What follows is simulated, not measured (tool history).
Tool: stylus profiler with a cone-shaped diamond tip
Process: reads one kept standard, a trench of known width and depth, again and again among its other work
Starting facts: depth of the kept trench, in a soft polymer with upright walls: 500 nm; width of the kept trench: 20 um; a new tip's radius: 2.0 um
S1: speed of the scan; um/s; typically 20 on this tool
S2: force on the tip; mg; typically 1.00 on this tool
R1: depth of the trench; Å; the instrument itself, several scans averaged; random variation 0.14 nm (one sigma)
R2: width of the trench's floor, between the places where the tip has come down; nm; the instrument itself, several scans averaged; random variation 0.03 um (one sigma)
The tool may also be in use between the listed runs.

run 1 hour=0.0 | S1=20 S2=1.00 | R1=5020.6 R2=17150
run 2 hour=12.5 | S1=20 S2=1.00 | R1=5021.4 R2=17220
run 3 hour=32.1 | S1=20 S2=0.61 | R1=5015.5 R2=17210
run 4 hour=41.7 | S1=20 S2=0.61 | R1=5013.7 R2=17240
run 5 hour=56.8 | S1=20 S2=0.61 | R1=5013.5 R2=17170
run 6 hour=70.4 | S1=20 S2=1.00 | R1=5022.4 R2=17220
run 7 hour=84.9 | S1=20 S2=1.29 | R1=5024.0 R2=17200
run 8 hour=100.3 | S1=20 S2=1.29 | R1=5026.2 R2=17230
run 9 hour=117.0 | S1=20 S2=1.29 | R1=5024.8 R2=17280
run 10 hour=127.7 | S1=20 S2=0.62 | R1=5017.9 R2=17160
run 11 hour=145.2 | S1=20 S2=0.62 | R1=5015.9 R2=17200
run 12 hour=157.8 | S1=26 S2=1.00 | R1=5018.4 R2=17170
-- hour=165.1 new tip fitted, height scale calibrated
run 13 hour=169.6 | S1=14 S2=1.00 | R1=5019.1 R2=17270
run 14 hour=189.1 | S1=14 S2=0.36 | R1=5008.3 R2=17200
run 15 hour=197.8 | S1=20 S2=1.00 | R1=5022.1 R2=17200
run 16 hour=209.4 | S1=58 S2=1.00 | R1=5021.2 R2=17010
run 17 hour=226.5 | S1=20 S2=1.00 | R1=5019.2 R2=17270
run 18 hour=244.9 | S1=20 S2=1.00 | R1=5019.6 R2=17220
run 19 hour=263.7 | S1=20 S2=0.69 | R1=5015.5 R2=17180
run 20 hour=277.0 | S1=20 S2=0.69 | R1=5014.6 R2=17240
run 21 hour=295.9 | S1=6 S2=1.00 | R1=5018.6 R2=17300
run 22 hour=312.8 | S1=20 S2=2.19 | R1=5032.2 R2=17260
run 23 hour=331.7 | S1=20 S2=2.19 | R1=5032.8 R2=17290
run 24 hour=347.4 | S1=20 S2=2.19 | R1=5031.6 R2=17270
run 25 hour=363.4 | S1=6 S2=1.79 | R1=5028.8 R2=17300
run 26 hour=375.8 | S1=6 S2=1.79 | R1=5029.8 R2=17300
run 27 hour=395.3 | S1=35 S2=1.77 | R1=5028.9 R2=17220
run 28 hour=410.7 | S1=16 S2=1.00 | R1=5023.3 R2=17270
run 29 hour=428.8 | S1=6 S2=0.81 | R1=5017.2 R2=17290
run 30 hour=439.8 | S1=6 S2=0.81 | R1=5017.3 R2=17340
run 31 hour=451.3 | S1=5 S2=0.69 | R1=5017.9 R2=17290
run 32 hour=469.1 | S1=6 S2=1.00 | R1=5018.5 R2=17300
run 33 hour=480.1 | S1=19 S2=0.64 | R1=5012.4 R2=17290
run 34 hour=500.8 | S1=32 S2=0.53 | R1=5011.8 R2=17130
run 35 hour=519.6 | S1=6 S2=0.49 | R1=5013.7 R2=17290
run 36 hour=537.2 | S1=6 S2=2.83 | R1=5037.9 R2=17390
run 37 hour=549.4 | S1=55 S2=0.73 | R1=5014.3 R2=16940
run 38 hour=558.3 | S1=55 S2=0.73 | R1=5017.4 R2=17050
run 39 hour=570.1 | S1=68 S2=0.44 | R1=5011.8 R2=16780
run 40 hour=585.6 | S1=65 S2=1.08 | R1=5022.3 R2=17040
run 41 hour=595.9 | S1=14 S2=0.87 | R1=5018.7 R2=17270
run 42 hour=604.8 | S1=47 S2=0.72 | R1=5016.4 R2=17050
run 43 hour=620.3 | S1=12 S2=2.80 | R1=5040.7 R2=17290
run 44 hour=638.4 | S1=12 S2=2.80 | R1=5039.0 R2=17320
run 45 hour=655.2 | S1=8 S2=1.31 | R1=5022.1 R2=17260
run 46 hour=672.9 | S1=39 S2=0.87 | R1=5016.8 R2=17130

Pick out some run-to-run changes in R2. Of each, how much would a tool without hidden state show as well, from the settings, what came in and chance, and how much is left for the hidden state and any gauge scatter not in both results compared?
The tool's hidden condition here consists of: radius of the tip, um; height scale over the true one, %; drift of the gauge itself on depth_nm, %; drift of the gauge itself on floor_um, %.
Run 12 -> 13: S1 26 -> 14, new tip fitted, height scale calibrated. R2 +100 nm: hidden state +30, all else +70.
Run 16 -> 17: S1 58 -> 20. R2 +260 nm: hidden state +0, all else +260.
Run 20 -> 21: S1 20 -> 6, S2 0.69 -> 1.00. R2 +60 nm: hidden state -10, all else +70.
Run 21 -> 22: S1 6 -> 20, S2 1.00 -> 2.19. R2 -40 nm: hidden state +10, all else -50.
Run 36 -> 37: S1 6 -> 55, S2 2.83 -> 0.73. R2 -450 nm: hidden state +10, all else -460.
Run 38 -> 39: S1 55 -> 68, S2 0.73 -> 0.44. R2 -270 nm: hidden state +0, all else -270.
